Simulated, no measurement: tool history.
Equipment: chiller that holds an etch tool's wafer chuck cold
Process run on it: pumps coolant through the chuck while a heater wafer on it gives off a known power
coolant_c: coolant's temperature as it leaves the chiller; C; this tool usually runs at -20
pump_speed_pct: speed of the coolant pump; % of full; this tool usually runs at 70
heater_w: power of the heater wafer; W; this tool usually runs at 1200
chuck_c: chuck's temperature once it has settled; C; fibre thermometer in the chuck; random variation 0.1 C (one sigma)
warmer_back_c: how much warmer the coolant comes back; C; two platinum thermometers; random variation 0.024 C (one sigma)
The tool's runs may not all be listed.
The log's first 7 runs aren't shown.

run,hour,coolant_c,pump_speed_pct,heater_w,chuck_c,warmer_back_c
8,278.9,-23,70,1200,-5.2,3.17
9,329.7,-23,70,1200,-5.1,3.13
10,367.6,-23,70,1200,-5.1,3.19
11,418.8,-23,70,1200,-5.2,3.19
12,456.0,-23,70,1200,-4.9,3.16
13,496.4,-20,70,1098,-3.4,2.95
14,548.0,-20,70,1098,-3.5,2.94
15,593.2,-20,70,1098,-3.4,2.94
16,633.7,-20,70,1200,-1.9,3.19
17,685.0,-27,69,659,-16.8,1.82

Estimate the outcome of run 18 from the log above:
18,707.3,-27,69,659,?,?

chuck_c: -16.8 C
warmer_back_c: 1.77 C
With no hidden state in the tool, this same run would have given chuck_c -18.1 C, warmer_back_c 1.74 C.
